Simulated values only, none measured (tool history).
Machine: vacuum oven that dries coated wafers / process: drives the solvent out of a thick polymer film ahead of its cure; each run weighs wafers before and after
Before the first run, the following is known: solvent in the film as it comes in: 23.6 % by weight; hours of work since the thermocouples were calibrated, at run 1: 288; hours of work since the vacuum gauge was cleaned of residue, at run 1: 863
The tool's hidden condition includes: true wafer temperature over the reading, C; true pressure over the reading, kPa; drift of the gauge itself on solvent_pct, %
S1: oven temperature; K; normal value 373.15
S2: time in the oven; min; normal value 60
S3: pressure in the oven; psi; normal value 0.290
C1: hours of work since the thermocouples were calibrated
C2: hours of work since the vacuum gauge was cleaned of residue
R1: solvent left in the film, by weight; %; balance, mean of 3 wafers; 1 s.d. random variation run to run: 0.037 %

run	hour	S1	S2	S3	C1	C2	R1
1	0.0	373.15	60	0.290	288	863	2.25
2	64.5	373.15	60	0.290	322	897	2.09
3	95.5	361.15	60	0.290	338	913	5.00
4	166.1	361.15	60	0.290	375	950	5.07
5	216.8	361.15	60	0.290	402	977	5.01
6	279.0	373.15	60	0.376	434	1009	2.48
7	340.4	387.15	60	0.290	466	1042	0.84
8	391.5	387.15	60	0.290	493	1068	0.86
9	425.9	373.15	60	0.651	511	1087	3.38
10	462.1	373.15	60	0.651	530	1105	3.35
11	507.9	373.15	38	0.290	554	1129	3.90
# hour 515.9: vacuum gauge cleaned of residue and calibrated
12	552.2	373.15	38	0.290	577	19	3.98
13	623.6	373.15	60	0.290	614	57	2.15
14	661.9	373.15	60	0.290	634	77	2.18
15	711.7	373.15	60	0.290	660	103	2.18
16	775.4	371.15	60	0.290	694	136	2.51
# hour 782.3: oven's thermocouples calibrated
# hour 789.2: vacuum gauge cleaned of residue and calibrated, once more
17	850.6	380.15	73	0.658	35	32	1.87
18	888.0	369.15	82	0.290	55	52	1.87
19	937.8	369.15	99	0.790	81	78	3.51
20	1011.5	364.15	39	0.258	119	117	6.25
21	1080.5	364.15	39	0.258	156	153	6.26
22	1121.3	364.15	39	0.258	177	174	6.25
23	1168.5	373.15	77	0.628	202	199	2.65
24	1218.1	373.15	77	0.553	228	225	2.39
25	1248.1	384.15	60	1.146	243	241	2.90
26	1289.9	384.15	60	1.146	265	263	2.87
27	1340.6	384.15	60	1.146	292	289	2.94
28	1381.6	384.15	60	1.146	313	311	2.93
29	1449.1	362.15	45	0.189	349	346	5.55

What differs in the tool's unlogged condition from the final listed run ahead of each entry between runs to the first listed run following it?
From run 11 to run 12: vacuum gauge cleaned of residue and calibrated (hour 515.9)
  true wafer temperature over the reading, C: 1.06 -> 1.1; true pressure over the reading, kPa: 0.51 -> 0.613
  measured less the result without the state, R1: -0.05 -> -0.02 %
From run 16 to run 17: oven's thermocouples calibrated (hour 782.3); vacuum gauge cleaned of residue and calibrated, once more (hour 789.2)
  true wafer temperature over the reading, C: 1.31 -> 0.65; true pressure over the reading, kPa: 0.664 -> 0.016
  measured less the result without the state, R1: +0.09 -> -0.05 %
